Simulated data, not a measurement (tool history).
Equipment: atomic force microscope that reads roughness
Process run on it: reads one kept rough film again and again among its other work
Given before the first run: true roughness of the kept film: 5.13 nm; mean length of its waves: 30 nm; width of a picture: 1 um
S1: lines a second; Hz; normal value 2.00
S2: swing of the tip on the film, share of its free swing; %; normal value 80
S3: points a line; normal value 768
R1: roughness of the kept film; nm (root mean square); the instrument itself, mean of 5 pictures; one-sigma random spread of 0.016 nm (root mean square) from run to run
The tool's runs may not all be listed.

{"run": 1, "hour": 0.0, "S1": 2.0, "S2": 80, "S3": 768, "R1": 2.866}
{"run": 2, "hour": 9.0, "S1": 2.0, "S2": 80, "S3": 768, "R1": 2.853}
{"hour": 13.2, "done": "new tip fitted"}
{"run": 3, "hour": 24.1, "S1": 2.0, "S2": 80, "S3": 768, "R1": 3.68}
{"run": 4, "hour": 40.3, "S1": 2.0, "S2": 86, "S3": 768, "R1": 3.472}
{"run": 5, "hour": 53.2, "S1": 2.0, "S2": 80, "S3": 768, "R1": 3.443}
{"run": 6, "hour": 61.4, "S1": 2.0, "S2": 80, "S3": 768, "R1": 3.388}
{"run": 7, "hour": 74.7, "S1": 0.87, "S2": 80, "S3": 768, "R1": 3.459}
{"run": 8, "hour": 86.1, "S1": 0.87, "S2": 80, "S3": 768, "R1": 3.393}
{"run": 9, "hour": 93.3, "S1": 0.87, "S2": 80, "S3": 768, "R1": 3.331}
{"run": 10, "hour": 104.3, "S1": 0.87, "S2": 80, "S3": 768, "R1": 3.251}
{"run": 11, "hour": 117.7, "S1": 0.87, "S2": 80, "S3": 768, "R1": 3.195}
{"run": 12, "hour": 126.4, "S1": 2.0, "S2": 75, "S3": 768, "R1": 3.067}
{"run": 13, "hour": 134.1, "S1": 2.0, "S2": 80, "S3": 617, "R1": 2.94}
{"run": 14, "hour": 146.8, "S1": 2.0, "S2": 80, "S3": 768, "R1": 2.854}
{"run": 15, "hour": 162.8, "S1": 2.0, "S2": 80, "S3": 768, "R1": 2.799}
{"run": 16, "hour": 170.9, "S1": 2.0, "S2": 80, "S3": 768, "R1": 2.773}
{"hour": 172.5, "done": "new tip fitted"}
{"run": 17, "hour": 181.6, "S1": 2.0, "S2": 80, "S3": 768, "R1": 3.706}
{"run": 18, "hour": 190.3, "S1": 2.8, "S2": 80, "S3": 768, "R1": 3.478}
{"run": 19, "hour": 199.8, "S1": 2.0, "S2": 80, "S3": 768, "R1": 3.558}
{"hour": 202.0, "done": "height scale calibrated on a step standard"}
{"run": 20, "hour": 211.6, "S1": 2.0, "S2": 80, "S3": 670, "R1": 3.47}
{"run": 21, "hour": 220.4, "S1": 3.17, "S2": 80, "S3": 670, "R1": 3.224}
{"hour": 233.7, "done": "height scale calibrated on a step standard, once more"}
{"run": 22, "hour": 238.1, "S1": 3.17, "S2": 80, "S3": 670, "R1": 3.08}
{"run": 23, "hour": 250.4, "S1": 3.17, "S2": 80, "S3": 375, "R1": 3.031}
{"run": 24, "hour": 258.4, "S1": 3.17, "S2": 80, "S3": 375, "R1": 2.994}
{"run": 25, "hour": 274.8, "S1": 2.0, "S2": 88, "S3": 768, "R1": 2.924}
{"run": 26, "hour": 288.6, "S1": 2.0, "S2": 88, "S3": 768, "R1": 2.851}
{"run": 27, "hour": 301.9, "S1": 2.0, "S2": 88, "S3": 768, "R1": 2.818}
{"run": 28, "hour": 317.0, "S1": 2.0, "S2": 65, "S3": 768, "R1": 2.975}
{"run": 29, "hour": 327.2, "S1": 2.0, "S2": 89, "S3": 297, "R1": 2.626}
{"hour": 334.0, "done": "new tip fitted"}
{"run": 30, "hour": 338.1, "S1": 2.0, "S2": 89, "S3": 297, "R1": 3.551}
{"run": 31, "hour": 354.7, "S1": 2.0, "S2": 89, "S3": 297, "R1": 3.43}
{"run": 32, "hour": 366.1, "S1": 1.06, "S2": 61, "S3": 768, "R1": 3.834}
{"run": 33, "hour": 379.5, "S1": 1.06, "S2": 74, "S3": 358, "R1": 3.595}
{"run": 34, "hour": 387.5, "S1": 1.52, "S2": 77, "S3": 673, "R1": 3.478}
{"run": 35, "hour": 397.8, "S1": 2.24, "S2": 80, "S3": 366, "R1": 3.264}
{"run": 36, "hour": 408.8, "S1": 2.24, "S2": 80, "S3": 366, "R1": 3.198}
{"run": 37, "hour": 416.2, "S1": 2.24, "S2": 80, "S3": 366, "R1": 3.166}
{"run": 38, "hour": 424.5, "S1": 1.8, "S2": 60, "S3": 381, "R1": 3.351}
{"run": 39, "hour": 436.6, "S1": 1.8, "S2": 60, "S3": 381, "R1": 3.267}
{"run": 40, "hour": 452.8, "S1": 2.14, "S2": 84, "S3": 782, "R1": 2.926}
{"run": 41, "hour": 464.0, "S1": 2.14, "S2": 84, "S3": 782, "R1": 2.856}
{"run": 42, "hour": 474.1, "S1": 1.93, "S2": 75, "S3": 707, "R1": 2.95}
{"run": 43, "hour": 482.1, "S1": 2.0, "S2": 80, "S3": 286, "R1": 2.791}
{"run": 44, "hour": 489.6, "S1": 1.59, "S2": 56, "S3": 768, "R1": 3.023}
{"hour": 493.3, "done": "new tip fitted"}
{"run": 45, "hour": 506.0, "S1": 2.0, "S2": 80, "S3": 499, "R1": 3.699}
{"run": 46, "hour": 517.3, "S1": 2.0, "S2": 80, "S3": 896, "R1": 3.587}
{"run": 47, "hour": 533.8, "S1": 0.55, "S2": 80, "S3": 686, "R1": 3.669}

Here are 5 independent what-if runs from the current tool condition. What would each one return?
{"run": "A", "hour": 544.0, "S1": 2.21, "S2": 75, "S3": 686, "R1": "?"}
{"run": "B", "hour": 544.0, "S1": 0.55, "S2": 80, "S3": 400, "R1": "?"}
{"run": "C", "hour": 544.0, "S1": 2.14, "S2": 80, "S3": 686, "R1": "?"}
{"run": "D", "hour": 544.0, "S1": 1.91, "S2": 80, "S3": 768, "R1": "?"}
{"run": "E", "hour": 544.0, "S1": 0.55, "S2": 68, "S3": 686, "R1": "?"}

run=A R1=3.410
run=B R1=3.606
run=C R1=3.364
run=D R1=3.406
run=E R1=3.648
Without the tool's unlogged condition, the same runs would have read:
run=A R1=3.849
run=B R1=4.071
run=C R1=3.798
run=D R1=3.844
run=E R1=4.117
